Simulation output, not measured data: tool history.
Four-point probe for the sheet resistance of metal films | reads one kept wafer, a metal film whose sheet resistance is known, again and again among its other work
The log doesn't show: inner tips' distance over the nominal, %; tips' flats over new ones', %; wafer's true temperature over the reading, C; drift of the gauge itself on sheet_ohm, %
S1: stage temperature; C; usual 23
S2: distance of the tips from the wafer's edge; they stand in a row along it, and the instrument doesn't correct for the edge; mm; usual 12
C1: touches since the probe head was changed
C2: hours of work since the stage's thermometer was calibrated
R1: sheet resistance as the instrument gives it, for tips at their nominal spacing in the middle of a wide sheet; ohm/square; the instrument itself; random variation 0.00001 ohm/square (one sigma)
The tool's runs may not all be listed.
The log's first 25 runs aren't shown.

| run | hour | S1 | S2 | C1 | C2 | R1 |
|---|---|---|---|---|---|---|
| 26 | 370.6 | 18 | 21 | 16797 | 949 | 0.051309 |
| 27 | 378.9 | 26 | 15 | 17115 | 954 | 0.050867 |
| 28 | 397.9 | 28 | 23 | 17843 | 968 | 0.050715 |
| 29 | 413.6 | 23 | 56 | 18446 | 979 | 0.050996 |
| 30 | 433.3 | 31 | 19 | 19199 | 993 | 0.050572 |
| 31 | 441.9 | 31 | 19 | 19531 | 999 | 0.050585 |
| 32 | 455.3 | 21 | 7 | 20042 | 1008 | 0.051320 |
| 33 | 466.4 | 21 | 7 | 20468 | 1016 | 0.051344 |
| 34 | 476.5 | 34 | 14 | 20857 | 1023 | 0.050435 |
| 35 | 491.4 | 34 | 14 | 21427 | 1034 | 0.050439 |
| 36 | 510.1 | 34 | 14 | 22144 | 1047 | 0.050433 |
| 37 | 528.3 | 30 | 34 | 22843 | 1060 | 0.050598 |
| 38 | 540.4 | 24 | 36 | 23305 | 1068 | 0.050941 |
| 39 | 559.7 | 28 | 48 | 24047 | 1082 | 0.050704 |
| 40 | 571.2 | 28 | 48 | 24486 | 1090 | 0.050709 |
| 41 | 582.8 | 27 | 4 | 24932 | 1098 | 0.051424 |
| 42 | 594.1 | 27 | 4 | 25366 | 1106 | 0.051435 |
| 43 | 608.6 | 28 | 13 | 25921 | 1117 | 0.050756 |
| 44 | 617.7 | 21 | 58 | 26271 | 1123 | 0.051089 |
| 45 | 634.8 | 25 | 15 | 26926 | 1135 | 0.050918 |

4 ways to go on from here, each from the tool as it stands after run 45. What would each give?
| A | 652.5 | 26 | 70 | 27605 | 1148 | ? |
| B | 652.5 | 31 | 38 | 27605 | 1148 | ? |
| C | 652.5 | 33 | 10 | 27605 | 1148 | ? |
| D | 652.5 | 22 | 5 | 27605 | 1148 | ? |

| run | R1 |
|---|---|
| A | 0.050804 |
| B | 0.050524 |
| C | 0.050515 |
| D | 0.051493 |
Without the tool's hidden state the same runs would have given:
| run | R1 |
|---|---|
| A | 0.050730 |
| B | 0.050451 |
| C | 0.050443 |
| D | 0.051417 |

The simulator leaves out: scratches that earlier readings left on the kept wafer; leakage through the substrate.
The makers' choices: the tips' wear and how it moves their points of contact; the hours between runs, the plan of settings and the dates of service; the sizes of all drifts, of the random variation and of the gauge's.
